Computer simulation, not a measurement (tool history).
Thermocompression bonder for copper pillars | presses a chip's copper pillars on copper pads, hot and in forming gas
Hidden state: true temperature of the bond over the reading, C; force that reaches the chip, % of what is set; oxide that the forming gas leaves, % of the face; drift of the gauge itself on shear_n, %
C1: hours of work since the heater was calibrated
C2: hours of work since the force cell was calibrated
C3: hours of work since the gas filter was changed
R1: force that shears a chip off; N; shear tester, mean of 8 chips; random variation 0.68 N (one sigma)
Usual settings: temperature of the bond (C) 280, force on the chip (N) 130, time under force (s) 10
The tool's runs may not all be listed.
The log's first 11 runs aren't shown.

run 12 hour=105.9 | temperature_of_the_bond_(C)=280 force_on_the_chip_(N)=130 time_under_force_(s)=10 | C1=308 C2=419 C3=83 | R1=48.5
run 13 hour=116 | temperature_of_the_bond_(C)=280 force_on_the_chip_(N)=130 time_under_force_(s)=10 | C1=316 C2=427 C3=91 | R1=48.6
run 14 hour=125.8 | temperature_of_the_bond_(C)=280 force_on_the_chip_(N)=130 time_under_force_(s)=10 | C1=323 C2=434 C3=98 | R1=49.3
run 15 hour=136.6 | temperature_of_the_bond_(C)=280 force_on_the_chip_(N)=130 time_under_force_(s)=10 | C1=331 C2=443 C3=107 | R1=49.6
run 16 hour=144.8 | temperature_of_the_bond_(C)=280 force_on_the_chip_(N)=130 time_under_force_(s)=10 | C1=338 C2=449 C3=113 | R1=48.9
run 17 hour=154.8 | temperature_of_the_bond_(C)=280 force_on_the_chip_(N)=130 time_under_force_(s)=10 | C1=345 C2=456 C3=120 | R1=48.5
run 18 hour=166.9 | temperature_of_the_bond_(C)=303 force_on_the_chip_(N)=100 time_under_force_(s)=9 | C1=354 C2=465 C3=130 | R1=45.7
run 19 hour=177.8 | temperature_of_the_bond_(C)=272 force_on_the_chip_(N)=179 time_under_force_(s)=22 | C1=363 C2=474 C3=138 | R1=72.7
run 20 hour=186.3 | temperature_of_the_bond_(C)=272 force_on_the_chip_(N)=179 time_under_force_(s)=22 | C1=369 C2=480 C3=144 | R1=71.2
run 21 hour=197.9 | temperature_of_the_bond_(C)=259 force_on_the_chip_(N)=129 time_under_force_(s)=7 | C1=378 C2=489 C3=153 | R1=32.1
-- hour=200 force cell calibrated
run 22 hour=205.7 | temperature_of_the_bond_(C)=259 force_on_the_chip_(N)=129 time_under_force_(s)=7 | C1=383 C2=4 C3=158 | R1=32.2
run 23 hour=214.5 | temperature_of_the_bond_(C)=280 force_on_the_chip_(N)=130 time_under_force_(s)=15 | C1=389 C2=11 C3=164 | R1=55.2
run 24 hour=220.1 | temperature_of_the_bond_(C)=269 force_on_the_chip_(N)=130 time_under_force_(s)=6 | C1=393 C2=15 C3=169 | R1=34.2
run 25 hour=226.5 | temperature_of_the_bond_(C)=301 force_on_the_chip_(N)=132 time_under_force_(s)=20 | C1=398 C2=20 C3=173 | R1=70.7
-- hour=231.4 force cell calibrated, once more
run 26 hour=236.1 | temperature_of_the_bond_(C)=280 force_on_the_chip_(N)=130 time_under_force_(s)=14 | C1=404 C2=3 C3=180 | R1=56.7
run 27 hour=241.7 | temperature_of_the_bond_(C)=287 force_on_the_chip_(N)=83 time_under_force_(s)=10 | C1=409 C2=8 C3=184 | R1=34.3
run 28 hour=251.4 | temperature_of_the_bond_(C)=287 force_on_the_chip_(N)=83 time_under_force_(s)=10 | C1=416 C2=15 C3=191 | R1=34.4
run 29 hour=262.8 | temperature_of_the_bond_(C)=287 force_on_the_chip_(N)=83 time_under_force_(s)=10 | C1=425 C2=24 C3=200 | R1=34.5
run 30 hour=273.1 | temperature_of_the_bond_(C)=286 force_on_the_chip_(N)=188 time_under_force_(s)=10 | C1=432 C2=32 C3=208 | R1=68.4
run 31 hour=278.1 | temperature_of_the_bond_(C)=291 force_on_the_chip_(N)=130 time_under_force_(s)=11 | C1=436 C2=35 C3=211 | R1=56

Forecast each of these 3 alternatives for the next run:
run A hour=286 | temperature_of_the_bond_(C)=288 force_on_the_chip_(N)=136 time_under_force_(s)=5 | C1=442 C2=41 C3=217 | R1=?
run B hour=286 | temperature_of_the_bond_(C)=281 force_on_the_chip_(N)=131 time_under_force_(s)=14 | C1=442 C2=41 C3=217 | R1=?
run C hour=286 | temperature_of_the_bond_(C)=275 force_on_the_chip_(N)=130 time_under_force_(s)=17 | C1=442 C2=41 C3=217 | R1=?

run=A R1=42.9
run=B R1=56.2
run=C R1=56
Without the tool's hidden state the same runs would have given:
run=A R1=43.9
run=B R1=57.6
run=C R1=57.4

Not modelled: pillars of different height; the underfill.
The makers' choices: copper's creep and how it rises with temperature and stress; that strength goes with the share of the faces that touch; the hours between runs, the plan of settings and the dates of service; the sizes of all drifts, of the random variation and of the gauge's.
